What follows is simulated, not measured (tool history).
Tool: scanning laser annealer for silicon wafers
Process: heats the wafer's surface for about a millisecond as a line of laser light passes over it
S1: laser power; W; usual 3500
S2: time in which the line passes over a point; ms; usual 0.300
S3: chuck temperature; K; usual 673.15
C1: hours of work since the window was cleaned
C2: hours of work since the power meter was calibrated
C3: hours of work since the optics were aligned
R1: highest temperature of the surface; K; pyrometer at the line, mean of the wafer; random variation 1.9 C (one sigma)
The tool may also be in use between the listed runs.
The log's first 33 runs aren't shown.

{"run": 34, "day": 12.162, "S1": 3575, "S2": 0.252, "S3": 707.15, "C1": 37, "C2": 379, "C3": 1069, "R1": 1450.15}
{"run": 35, "day": 12.625, "S1": 3596, "S2": 0.248, "S3": 709.15, "C1": 44, "C2": 385, "C3": 1075, "R1": 1454.15}
{"run": 36, "day": 12.858, "S1": 3071, "S2": 0.299, "S3": 684.15, "C1": 47, "C2": 389, "C3": 1078, "R1": 1350.15}
{"run": 37, "day": 13.104, "S1": 3071, "S2": 0.299, "S3": 684.15, "C1": 50, "C2": 392, "C3": 1081, "R1": 1347.15}
{"run": 38, "day": 13.525, "S1": 3061, "S2": 0.265, "S3": 705.15, "C1": 56, "C2": 398, "C3": 1087, "R1": 1334.15}
{"run": 39, "day": 13.817, "S1": 3431, "S2": 0.265, "S3": 676.15, "C1": 60, "C2": 402, "C3": 1091, "R1": 1396.15}
{"run": 40, "day": 14.196, "S1": 3431, "S2": 0.265, "S3": 676.15, "C1": 65, "C2": 407, "C3": 1096, "R1": 1399.15}
{"run": 41, "day": 14.45, "S1": 3500, "S2": 0.23, "S3": 653.15, "C1": 68, "C2": 410, "C3": 1100, "R1": 1348.15}

3 ways to go on from here, each from the tool as it stands after run 41. What would each give?
{"run": "A", "day": 14.967, "S1": 3429, "S2": 0.3, "S3": 673.15, "C1": 75, "C2": 417, "C3": 1107, "R1": "?"}
{"run": "B", "day": 14.967, "S1": 3554, "S2": 0.323, "S3": 653.15, "C1": 75, "C2": 417, "C3": 1107, "R1": "?"}
{"run": "C", "day": 14.967, "S1": 3500, "S2": 0.23, "S3": 698.15, "C1": 75, "C2": 417, "C3": 1107, "R1": "?"}

run=A R1=1435.15
run=B R1=1472.15
run=C R1=1396.15
Without the tool's hidden state the same runs would have given:
run=A R1=1456.15
run=B R1=1495.15
run=C R1=1415.15
